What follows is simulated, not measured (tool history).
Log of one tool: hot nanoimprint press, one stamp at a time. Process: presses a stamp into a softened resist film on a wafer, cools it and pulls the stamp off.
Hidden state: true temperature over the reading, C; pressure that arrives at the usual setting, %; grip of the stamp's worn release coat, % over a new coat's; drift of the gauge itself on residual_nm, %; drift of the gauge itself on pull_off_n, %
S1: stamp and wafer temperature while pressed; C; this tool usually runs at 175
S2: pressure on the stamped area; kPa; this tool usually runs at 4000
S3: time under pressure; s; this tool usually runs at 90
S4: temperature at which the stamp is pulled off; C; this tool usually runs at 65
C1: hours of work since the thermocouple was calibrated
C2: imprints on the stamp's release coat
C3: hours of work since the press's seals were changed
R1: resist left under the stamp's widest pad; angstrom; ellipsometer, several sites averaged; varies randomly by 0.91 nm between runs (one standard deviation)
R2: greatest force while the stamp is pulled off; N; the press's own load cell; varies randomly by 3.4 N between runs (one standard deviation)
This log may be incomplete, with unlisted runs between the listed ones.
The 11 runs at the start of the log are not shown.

run,day,S1,S2,S3,S4,C1,C2,C3,R1,R2
12,3.825,175,2990,90,65,244,1372,270,1396,183
13,4.188,175,2990,90,65,248,1400,275,1400,187
14,4.525,175,4000,90,65,253,1426,279,1224,192
# day 4.808: stamp cleaned and given a new release coat
15,5.079,164,4000,90,65,257,21,283,1655,162
16,5.508,164,4000,90,65,262,55,288,1636,163
17,5.842,187,2920,90,73,266,81,292,1036,147
18,6.062,187,3630,90,73,269,98,295,937,150
19,6.279,169,4000,90,54,272,115,298,1436,187
20,6.729,184,4000,66,65,277,150,303,1095,164
# day 6.875: plate thermocouple calibrated
21,7.146,184,4000,66,65,3,173,307,1099,161
22,7.588,184,4000,66,65,9,208,313,1103,165
23,7.933,175,2540,75,65,13,235,317,1575,164
24,8.379,175,3970,95,72,19,269,323,1192,156
25,8.779,175,5690,95,63,24,301,328,1013,171
# day 9.167: plate thermocouple calibrated, once more
26,9.350,175,5690,95,63,2,336,333,1043,181
27,9.746,175,4000,90,72,7,366,338,1260,159
28,10.188,172,4000,90,59,13,401,344,1367,182
29,10.638,172,4000,90,59,18,436,349,1354,176
30,10.904,175,4000,47,65,22,457,353,1628,170

Branching from run 30: 3 alternative next runs. What would each branch give?
A,11.275,182,4000,90,65,26,486,357,?,?
B,11.275,164,5530,119,65,26,486,357,?,?
C,11.275,186,4000,47,57,26,486,357,?,?

run,R1,R2
A,1059,180
B,1375,169
C,1251,189
With the hidden condition removed and each run's random variation left untouched, the same runs would have given:
run,R1,R2
A,1062,171
B,1379,161
C,1254,180

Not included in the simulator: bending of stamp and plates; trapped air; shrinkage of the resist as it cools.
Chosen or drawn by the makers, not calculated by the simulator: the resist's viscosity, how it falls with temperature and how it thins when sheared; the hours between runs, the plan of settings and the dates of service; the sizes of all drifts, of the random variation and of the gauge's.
